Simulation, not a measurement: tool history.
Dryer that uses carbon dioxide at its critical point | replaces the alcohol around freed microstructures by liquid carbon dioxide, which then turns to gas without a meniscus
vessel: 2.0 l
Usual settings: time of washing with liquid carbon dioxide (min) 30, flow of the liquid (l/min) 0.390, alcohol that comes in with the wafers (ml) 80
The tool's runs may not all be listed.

run,hour,time of washing with liquid carbon dioxide (min),flow of the liquid (l/min),alcohol that comes in with the wafers (ml),alcohol left in the vessel before it's heated (ppm by volume)
1,0.0,30,0.390,80,811
2,19.3,21,0.390,80,2593
3,41.8,21,0.390,80,2594
4,59.9,21,0.390,34,1125
5,87.9,30,0.390,32,356
6,107.7,30,0.390,32,349
7,131.5,30,0.390,32,357
8,148.7,30,0.390,32,368
9,161.8,30,0.390,32,365
10,179.7,30,0.390,32,378
11,200.7,30,0.390,32,375
12,213.6,30,0.390,32,380
13,245.5,30,0.390,32,362
14,266.6,30,0.390,80,902
15,291.5,30,0.390,25,325
16,322.5,30,0.390,25,312
17,337.3,30,0.341,25,493
18,357.1,30,0.341,25,501
19,386.0,30,0.390,80,944
20,409.4,42,0.390,80,249
21,438.5,42,0.390,80,248
22,457.0,42,0.390,42,154
23,486.1,30,0.390,80,988
24,505.3,30,0.390,80,987
25,525.5,28,0.390,80,1250
26,555.7,30,0.612,80,176
27,583.4,30,0.287,55,1791
28,612.8,46,0.324,85,430
29,637.3,38,0.390,80,430
30,667.5,34,0.309,64,1200
# hour 684.2: inlet filter changed
31,684.2,23,0.390,93,1980
32,713.3,34,0.615,80,89
33,738.7,24,0.236,80,5356
34,763.2,26,0.397,75,1044
35,777.7,33,0.607,96,109
36,802.8,27,0.315,40,1090
37,830.5,27,0.315,40,1068
38,846.0,25,0.261,75,3752
39,877.9,30,0.390,108,979
40,902.4,30,0.390,108,984
41,928.9,30,0.390,108,994
42,951.7,30,0.390,108,970
43,967.0,35,0.390,108,535
44,985.9,22,0.390,29,801
45,1001.8,27,0.390,100,1381
46,1022.6,44,0.390,100,220
47,1045.5,36,0.633,101,109

4 ways to go on from here, each from the tool as it stands after run 47. What would each give?
A,1071.1,41,0.633,21,?
B,1071.1,20,0.390,80,?
C,1071.1,21,0.411,80,?
D,1071.1,30,0.332,51,?

run,alcohol left in the vessel before it's heated (ppm by volume)
A,102
B,2813
C,2167
D,909
Without the tool's hidden state the same runs would have given:
run,alcohol left in the vessel before it's heated (ppm by volume)
A,12
B,2493
C,1883
D,733
